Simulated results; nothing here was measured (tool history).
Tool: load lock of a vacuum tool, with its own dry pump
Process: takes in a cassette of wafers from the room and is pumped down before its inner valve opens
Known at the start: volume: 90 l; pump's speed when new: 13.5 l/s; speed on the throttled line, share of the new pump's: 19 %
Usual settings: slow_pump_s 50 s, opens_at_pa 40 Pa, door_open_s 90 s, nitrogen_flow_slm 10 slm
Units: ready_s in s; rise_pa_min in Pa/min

run	hour	slow_pump_s	opens_at_pa	door_open_s	nitrogen_flow_slm	incoming humidity of the room's air, %	ready_s	rise_pa_min
1	0.0	50	40	90	10	47.3	103.1	0.186
2	420.1	50	40	90	10	45.9	104.3	0.192
3	618.9	67	40	90	10	48.0	117.0	0.197
4	822.2	67	40	90	10	47.1	118.3	0.211
5	1034.9	50	40	90	10	45.2	106.1	0.207
6	1360.3	50	51	90	10	45.1	104.0	0.216
7	1844.0	50	51	170	10	40.4	102.8	0.237
8	2245.0	50	51	170	10	44.3	102.5	0.246
9	2637.0	50	51	170	10	45.7	105.9	0.258
10	2967.6	50	40	90	10	43.9	106.9	0.248
# hour 3092.9: dry pump taken out, an overhauled one fitted
11	3331.7	50	40	146	10	46.6	93.0	0.275
12	3783.0	50	40	146	10	46.7	91.6	0.281
13	4056.2	50	40	146	10	44.3	94.4	0.291
14	4364.9	50	40	151	10	45.9	95.1	0.295
15	4819.4	50	40	164	10	40.9	94.6	0.313
16	5154.5	50	40	164	10	43.1	94.2	0.313
17	5472.4	50	63	164	10	45.6	92.9	0.337
18	5832.0	51	42	33	19	46.4	95.9	0.320
19	6213.4	51	42	33	19	45.3	95.7	0.337
20	6695.7	51	42	33	19	45.6	96.8	0.354
21	7054.1	62	41	90	10	44.7	106.9	0.373
22	7368.2	27	41	90	10	45.4	80.0	0.378
23	7642.0	61	46	90	6	46.4	104.4	0.397
24	7895.9	67	65	88	8	48.0	108.1	0.404
25	8130.4	47	65	88	8	44.3	93.1	0.406
26	8350.4	42	65	177	8	43.3	88.7	0.427
27	8723.0	39	40	90	10	47.9	90.1	0.419
28	9054.0	39	40	90	10	44.0	91.1	0.438
29	9308.4	39	40	90	10	41.7	90.7	0.437
30	9731.8	39	40	90	10	45.3	90.7	0.454
31	10055.6	94	40	90	33	47.1	133.6	0.460
32	10363.6	94	40	90	33	45.1	135.8	0.482
33	10567.7	30	65	46	27	48.1	81.0	0.473

3 ways to go on from here, each from the tool as it stands after run 33. What would each give?
A	10789.7	66	73	130	10	45.6	?	?
B	10789.7	30	35	115	28	44.0	?	?
C	10789.7	50	40	90	6	45.6	?	?

run	ready_s	rise_pa_min
A	109.7	0.495
B	86.9	0.491
C	99.8	0.483
Without the tool's hidden state the same runs would have given:
run	ready_s	rise_pa_min
A	102.9	0.040
B	77.9	0.030
C	91.8	0.035

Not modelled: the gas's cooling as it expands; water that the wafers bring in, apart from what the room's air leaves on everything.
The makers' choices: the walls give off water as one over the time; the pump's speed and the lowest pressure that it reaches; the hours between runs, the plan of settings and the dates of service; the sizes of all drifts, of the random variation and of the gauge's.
